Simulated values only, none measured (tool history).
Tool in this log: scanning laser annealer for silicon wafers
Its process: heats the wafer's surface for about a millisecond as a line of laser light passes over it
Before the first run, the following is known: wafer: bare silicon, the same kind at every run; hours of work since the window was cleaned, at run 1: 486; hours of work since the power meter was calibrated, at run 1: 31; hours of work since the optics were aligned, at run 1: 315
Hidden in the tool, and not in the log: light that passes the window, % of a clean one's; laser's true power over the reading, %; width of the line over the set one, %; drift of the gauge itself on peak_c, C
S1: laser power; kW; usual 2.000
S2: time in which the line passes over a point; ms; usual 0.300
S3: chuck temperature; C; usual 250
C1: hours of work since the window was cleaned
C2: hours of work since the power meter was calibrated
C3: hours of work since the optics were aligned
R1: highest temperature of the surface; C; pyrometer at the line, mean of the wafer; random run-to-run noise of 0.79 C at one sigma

run 1 day=0.000 | S1=2.000 S2=0.300 S3=250 | C1=486 C2=31 C3=315 | R1=962.9
run 2 day=0.762 | S1=2.000 S2=0.300 S3=250 | C1=497 C2=41 C3=325 | R1=963.0
run 3 day=1.575 | S1=2.000 S2=0.300 S3=280 | C1=508 C2=52 C3=336 | R1=991.7
run 4 day=2.200 | S1=2.000 S2=0.300 S3=280 | C1=516 C2=60 C3=345 | R1=991.7
run 5 day=3.267 | S1=2.041 S2=0.300 S3=250 | C1=530 C2=75 C3=359 | R1=981.0
run 6 day=3.858 | S1=2.041 S2=0.300 S3=217 | C1=538 C2=83 C3=367 | R1=946.8
run 7 day=4.929 | S1=1.791 S2=0.268 S3=240 | C1=553 C2=97 C3=381 | R1=824.9
-- day=5.221 optics aligned, line set to its width
run 8 day=6.062 | S1=1.791 S2=0.229 S3=240 | C1=565 C2=110 C3=11 | R1=783.5
run 9 day=7.067 | S1=1.909 S2=0.282 S3=256 | C1=579 C2=123 C3=25 | R1=903.7
-- day=7.542 optics aligned, line set to its width, once more
run 10 day=8.412 | S1=1.909 S2=0.282 S3=256 | C1=594 C2=139 C3=12 | R1=908.7
-- day=8.679 window over the wafer cleaned
run 11 day=9.646 | S1=2.042 S2=0.300 S3=227 | C1=13 C2=154 C3=27 | R1=973.9

Here are 4 independent what-if runs from the current tool condition. What would each one return?
run A day=10.771 | S1=1.824 S2=0.231 S3=277 | C1=28 C2=170 C3=43 | R1=?
run B day=10.771 | S1=1.938 S2=0.323 S3=275 | C1=28 C2=170 C3=43 | R1=?
run C day=10.771 | S1=2.042 S2=0.302 S3=217 | C1=28 C2=170 C3=43 | R1=?
run D day=10.771 | S1=1.799 S2=0.379 S3=270 | C1=28 C2=170 C3=43 | R1=?

run=A R1=850.1
run=B R1=996.2
run=C R1=965.7
run=D R1=972.7
Had the tool no hidden state, the same runs would have come out as:
run=A R1=852.1
run=B R1=998.8
run=C R1=968.3
run=D R1=975.1

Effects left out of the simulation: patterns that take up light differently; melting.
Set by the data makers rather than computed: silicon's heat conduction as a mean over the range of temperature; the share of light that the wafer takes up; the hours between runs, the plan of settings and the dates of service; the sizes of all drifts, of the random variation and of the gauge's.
